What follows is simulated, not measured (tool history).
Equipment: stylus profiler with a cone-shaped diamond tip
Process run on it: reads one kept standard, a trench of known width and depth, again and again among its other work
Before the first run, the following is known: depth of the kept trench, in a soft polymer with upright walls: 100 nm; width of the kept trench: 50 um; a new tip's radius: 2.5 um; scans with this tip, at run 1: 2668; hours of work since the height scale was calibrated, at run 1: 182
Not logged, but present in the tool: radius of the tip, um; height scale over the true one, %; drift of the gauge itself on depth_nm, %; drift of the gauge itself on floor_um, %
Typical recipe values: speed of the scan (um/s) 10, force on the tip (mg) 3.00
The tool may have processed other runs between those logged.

run,hour,speed of the scan (um/s),force on the tip (mg),scans with this tip,hours of work since the height scale was calibrated,depth of the trench (nm),width of the trench's floor (nm)
1,0.0,10,3.00,2668,182,101.69,48380
2,11.8,10,3.00,2799,190,101.69,48410
3,28.0,10,3.00,2980,203,101.64,48490
4,47.5,10,3.00,3198,218,101.62,48410
5,68.1,21,3.00,3428,233,101.66,48330
6,85.0,10,1.48,3617,246,101.03,48400
7,97.6,10,1.48,3758,256,101.02,48370
8,118.2,10,3.00,3988,271,101.63,48390
9,140.5,10,3.00,4236,288,101.63,48410
10,161.4,10,3.00,4469,304,101.64,48360
11,179.3,10,3.00,4670,318,101.64,48370
12,202.3,10,3.00,4927,335,101.61,48350
13,218.6,10,3.00,5108,348,101.59,48350
14,240.0,10,3.94,5347,364,101.99,48310
15,261.8,18,3.00,5591,380,101.59,48280
16,274.6,10,7.05,5734,390,102.94,48370
17,292.5,24,3.00,5933,404,101.58,48260
18,314.6,24,3.00,6181,421,101.56,48220
19,326.9,24,3.00,6317,430,101.60,48200
20,338.0,24,3.00,6442,438,101.52,48220
21,359.1,24,3.00,6678,454,101.53,48210
22,378.2,6,3.00,6890,469,101.51,48300
23,391.6,6,3.00,7040,479,101.53,48300
24,413.9,6,1.07,7289,496,100.68,48280
25,433.3,9,1.75,7505,511,101.00,48190
26,446.7,9,1.75,7655,521,101.07,48230
27,460.2,20,4.62,7807,531,102.08,48200
28,476.9,2,3.01,7993,544,101.59,48290
29,493.5,4,1.66,8178,557,100.98,48250
30,508.0,3,7.36,8340,568,102.93,48270
31,520.8,8,3.00,8482,577,101.59,48270
32,538.3,25,1.35,8678,591,100.78,48030
33,552.4,5,2.88,8836,601,101.53,48220
34,563.1,3,2.42,8955,609,101.31,48210
35,573.5,3,2.42,9072,617,101.24,48230
36,586.5,3,2.42,9216,627,101.26,48250
37,602.5,3,4.35,9395,639,102.00,48320
38,618.0,5,3.60,9568,651,101.69,48200
39,631.7,5,3.60,9721,662,101.73,48260
40,642.6,10,3.93,9842,670,101.89,48200
41,654.6,10,2.71,9976,679,101.47,48140
42,673.6,2,2.71,10188,693,101.30,48230
43,688.3,2,2.71,10353,705,101.42,48190
44,710.6,10,4.34,10602,722,101.96,48220
45,722.5,30,2.29,10735,731,101.21,48010
46,745.4,5,3.00,10991,748,101.44,48180
47,755.5,5,3.00,11103,756,101.44,48190

Results for each run, recomputed without the tool's hidden state and with each run's random variation untouched:
run,depth of the trench (nm),width of the trench's floor (nm)
1,101.74,48500
2,101.75,48530
3,101.70,48610
4,101.69,48550
5,101.74,48480
6,101.11,48550
7,101.10,48520
8,101.72,48560
9,101.73,48590
10,101.74,48540
11,101.75,48560
12,101.72,48550
13,101.71,48550
14,102.11,48530
15,101.72,48500
16,103.07,48600
17,101.72,48490
18,101.70,48460
19,101.75,48450
20,101.67,48480
21,101.68,48470
22,101.67,48570
23,101.70,48580
24,100.85,48560
25,101.18,48480
26,101.25,48520
27,102.26,48500
28,101.78,48600
29,101.17,48560
30,103.13,48590
31,101.79,48590
32,100.98,48360
33,101.74,48550
34,101.52,48550
35,101.45,48580
36,101.47,48600
37,102.23,48670
38,101.92,48560
39,101.96,48620
40,102.12,48570
41,101.70,48520
42,101.54,48610
43,101.67,48570
44,102.21,48610
45,101.47,48400
46,101.70,48590
47,101.70,48600
